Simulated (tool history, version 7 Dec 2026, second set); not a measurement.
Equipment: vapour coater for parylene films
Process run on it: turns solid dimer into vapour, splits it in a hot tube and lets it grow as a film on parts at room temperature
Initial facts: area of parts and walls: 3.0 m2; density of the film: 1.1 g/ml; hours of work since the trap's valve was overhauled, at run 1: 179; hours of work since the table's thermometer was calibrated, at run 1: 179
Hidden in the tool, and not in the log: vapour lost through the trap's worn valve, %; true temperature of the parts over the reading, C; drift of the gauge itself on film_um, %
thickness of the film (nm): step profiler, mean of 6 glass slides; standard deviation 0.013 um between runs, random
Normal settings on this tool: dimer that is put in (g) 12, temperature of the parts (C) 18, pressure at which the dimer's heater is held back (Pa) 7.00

run,hour,dimer that is put in (g),temperature of the parts (C),pressure at which the dimer's heater is held back (Pa),hours of work since the trap's valve was overhauled,hours of work since the table's thermometer was calibrated,thickness of the film (nm)
1,0.0,12,18,7.00,179,179,2520
2,27.0,12,18,7.00,192,192,2510
3,52.8,12,18,2.11,204,204,3020
4,69.9,12,18,2.11,212,212,2990
5,88.8,12,18,2.11,220,220,2980
6,108.6,12,18,2.11,230,230,3000
# hour 119.9: trap's valve overhauled
7,125.6,12,18,2.11,3,236,2910
8,149.7,12,18,2.11,14,247,2910
9,171.6,7,18,7.00,24,257,1400
10,195.4,7,18,7.00,35,268,1420
11,219.4,7,18,7.00,46,279,1380
12,233.0,7,18,7.00,53,286,1380
# hour 246.4: trap's valve overhauled, once more
13,261.0,16,18,7.00,7,297,3470
14,286.2,16,18,7.00,19,309,3440
15,306.9,8,18,7.00,28,318,1700
16,328.0,8,18,7.00,38,328,1720
17,341.2,8,18,7.00,44,334,1720
18,367.5,8,18,7.00,56,346,1710
19,384.3,8,15,4.00,64,354,1990
20,401.0,12,18,2.10,72,362,3080
21,417.5,12,18,2.10,80,370,3080
22,438.8,9,22,4.61,89,379,1880
23,461.7,16,21,3.26,100,390,3590
24,476.6,16,21,3.26,107,397,3600
25,501.6,11,22,3.26,119,409,2390
26,521.2,11,22,3.26,128,418,2410
27,546.0,11,22,3.26,139,429,2380
28,572.5,12,12,3.78,152,442,3170
29,594.1,12,12,3.78,162,452,3190

Consider 4 possible next runs. They are alternatives, not a sequence: every one starts from the tool as it was left by run 29. What does each give?
A,607.7,19,24,6.01,168,458,?
B,607.7,20,12,7.00,168,458,?
C,607.7,12,24,2.02,168,458,?
D,607.7,10,12,2.51,168,458,?

run,thickness of the film (nm)
A,3580
B,4820
C,2690
D,2810
With no hidden state in the tool, these same runs would have given:
run,thickness of the film (nm)
A,3680
B,4950
C,2770
D,2880
